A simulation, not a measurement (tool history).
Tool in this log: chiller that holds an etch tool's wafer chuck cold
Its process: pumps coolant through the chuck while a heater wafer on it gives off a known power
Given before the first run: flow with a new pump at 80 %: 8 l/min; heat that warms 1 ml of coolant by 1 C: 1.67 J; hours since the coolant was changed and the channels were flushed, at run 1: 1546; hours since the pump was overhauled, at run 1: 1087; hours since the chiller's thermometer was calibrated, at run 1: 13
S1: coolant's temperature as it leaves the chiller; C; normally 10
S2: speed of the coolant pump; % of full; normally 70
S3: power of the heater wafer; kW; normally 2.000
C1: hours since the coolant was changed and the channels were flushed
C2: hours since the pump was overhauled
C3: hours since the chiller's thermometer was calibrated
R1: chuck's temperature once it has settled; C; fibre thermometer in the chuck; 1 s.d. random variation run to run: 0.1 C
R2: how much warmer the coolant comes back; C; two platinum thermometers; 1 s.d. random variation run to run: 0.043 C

run 1 hour=0.0 | S1=10 S2=70 S3=2.000 | C1=1546 C2=1087 C3=13 | R1=27.3 R2=10.39
run 2 hour=44.1 | S1=10 S2=70 S3=2.000 | C1=1590 C2=1131 C3=57 | R1=27.3 R2=10.37
run 3 hour=80.6 | S1=10 S2=70 S3=2.000 | C1=1627 C2=1168 C3=94 | R1=27.2 R2=10.43
run 4 hour=116.4 | S1=10 S2=86 S3=2.000 | C1=1663 C2=1204 C3=130 | R1=24.8 R2=8.32
run 5 hour=157.3 | S1=10 S2=96 S3=2.000 | C1=1704 C2=1245 C3=170 | R1=23.5 R2=7.39
run 6 hour=200.8 | S1=10 S2=72 S3=2.000 | C1=1747 C2=1288 C3=214 | R1=27.0 R2=10.14
run 7 hour=249.3 | S1=10 S2=70 S3=2.000 | C1=1796 C2=1336 C3=262 | R1=27.5 R2=10.42
run 8 hour=298.7 | S1=10 S2=70 S3=2.000 | C1=1845 C2=1386 C3=312 | R1=27.5 R2=10.46
run 9 hour=320.3 | S1=16 S2=70 S3=2.000 | C1=1867 C2=1408 C3=333 | R1=33.4 R2=10.45
run 10 hour=363.1 | S1=16 S2=70 S3=2.000 | C1=1909 C2=1450 C3=376 | R1=33.4 R2=10.50
run 11 hour=404.5 | S1=16 S2=70 S3=2.000 | C1=1951 C2=1492 C3=418 | R1=33.4 R2=10.52
run 12 hour=435.2 | S1=10 S2=70 S3=2.000 | C1=1981 C2=1522 C3=448 | R1=27.4 R2=10.45
run 13 hour=464.7 | S1=10 S2=70 S3=2.000 | C1=2011 C2=1552 C3=478 | R1=27.5 R2=10.43
run 14 hour=487.0 | S1=10 S2=70 S3=1.316 | C1=2033 C2=1574 C3=500 | R1=21.6 R2=6.92
run 15 hour=515.9 | S1=10 S2=70 S3=1.316 | C1=2062 C2=1603 C3=529 | R1=21.5 R2=6.89
run 16 hour=541.4 | S1=3 S2=70 S3=2.000 | C1=2088 C2=1629 C3=555 | R1=20.4 R2=10.49
run 17 hour=572.6 | S1=8 S2=62 S3=1.766 | C1=2119 C2=1660 C3=586 | R1=25.3 R2=10.49
run 18 hour=621.4 | S1=6 S2=72 S3=1.766 | C1=2168 C2=1709 C3=635 | R1=21.1 R2=8.95
run 19 hour=671.5 | S1=10 S2=70 S3=2.266 | C1=2218 C2=1759 C3=685 | R1=29.9 R2=11.84
run 20 hour=700.8 | S1=17 S2=70 S3=2.960 | C1=2247 C2=1788 C3=714 | R1=42.9 R2=15.49
run 21 hour=723.9 | S1=12 S2=73 S3=2.109 | C1=2270 C2=1811 C3=737 | R1=30.0 R2=10.52
run 22 hour=755.6 | S1=4 S2=74 S3=2.795 | C1=2302 C2=1843 C3=769 | R1=27.5 R2=13.80
run 23 hour=803.2 | S1=4 S2=74 S3=2.795 | C1=2349 C2=1890 C3=816 | R1=27.6 R2=13.83
run 24 hour=853.8 | S1=4 S2=74 S3=2.795 | C1=2400 C2=1941 C3=867 | R1=27.7 R2=13.67
run 25 hour=877.2 | S1=18 S2=65 S3=2.371 | C1=2423 C2=1964 C3=890 | R1=40.0 R2=13.47
run 26 hour=924.7 | S1=13 S2=66 S3=1.205 | C1=2471 C2=2012 C3=938 | R1=24.0 R2=6.76
run 27 hour=947.6 | S1=13 S2=66 S3=1.205 | C1=2494 C2=2035 C3=961 | R1=23.8 R2=6.76
run 28 hour=990.9 | S1=10 S2=68 S3=2.000 | C1=2537 C2=2078 C3=1004 | R1=27.9 R2=10.84
run 29 hour=1033.5 | S1=2 S2=93 S3=1.429 | C1=2580 C2=2121 C3=1047 | R1=12.0 R2=5.48
run 30 hour=1081.3 | S1=2 S2=93 S3=1.429 | C1=2628 C2=2168 C3=1094 | R1=11.6 R2=5.46
run 31 hour=1120.9 | S1=5 S2=67 S3=2.000 | C1=2667 C2=2208 C3=1134 | R1=23.2 R2=11.01

For each run, the measured value with the value that run would have given without the tool's hidden condition subtracted. The run-to-run variation is shared by both, the gauge scatter possibly not:
Hidden state at play: heat passed by the chuck's channels, % of clean ones'; flow at a given pump speed, % of a new pump's; coolant's true temperature over the reading, C; drift of the gauge itself on chuck_c, C; drift of the gauge itself on warmer_back_c, C.
run=1 R1=+0.4 R2=+0.03
run=2 R1=+0.4 R2=+0.04
run=3 R1=+0.4 R2=+0.04
run=4 R1=+0.4 R2=+0.04
run=5 R1=+0.4 R2=+0.04
run=6 R1=+0.5 R2=+0.04
run=7 R1=+0.5 R2=+0.05
run=8 R1=+0.5 R2=+0.06
run=9 R1=+0.5 R2=+0.06
run=10 R1=+0.5 R2=+0.06
run=11 R1=+0.5 R2=+0.06
run=12 R1=+0.5 R2=+0.06
run=13 R1=+0.6 R2=+0.07
run=14 R1=+0.4 R2=+0.04
run=15 R1=+0.3 R2=+0.05
run=16 R1=+0.6 R2=+0.08
run=17 R1=+0.5 R2=+0.08
run=18 R1=+0.5 R2=+0.06
run=19 R1=+0.7 R2=+0.10
run=20 R1=+0.9 R2=+0.12
run=21 R1=+0.7 R2=+0.09
run=22 R1=+0.8 R2=+0.12
run=23 R1=+0.9 R2=+0.12
run=24 R1=+0.9 R2=+0.13
run=25 R1=+0.8 R2=+0.12
run=26 R1=+0.3 R2=+0.06
run=27 R1=+0.3 R2=+0.07
run=28 R1=+0.6 R2=+0.11
run=29 R1=+0.4 R2=+0.06
run=30 R1=+0.3 R2=+0.06
run=31 R1=+0.7 R2=+0.12
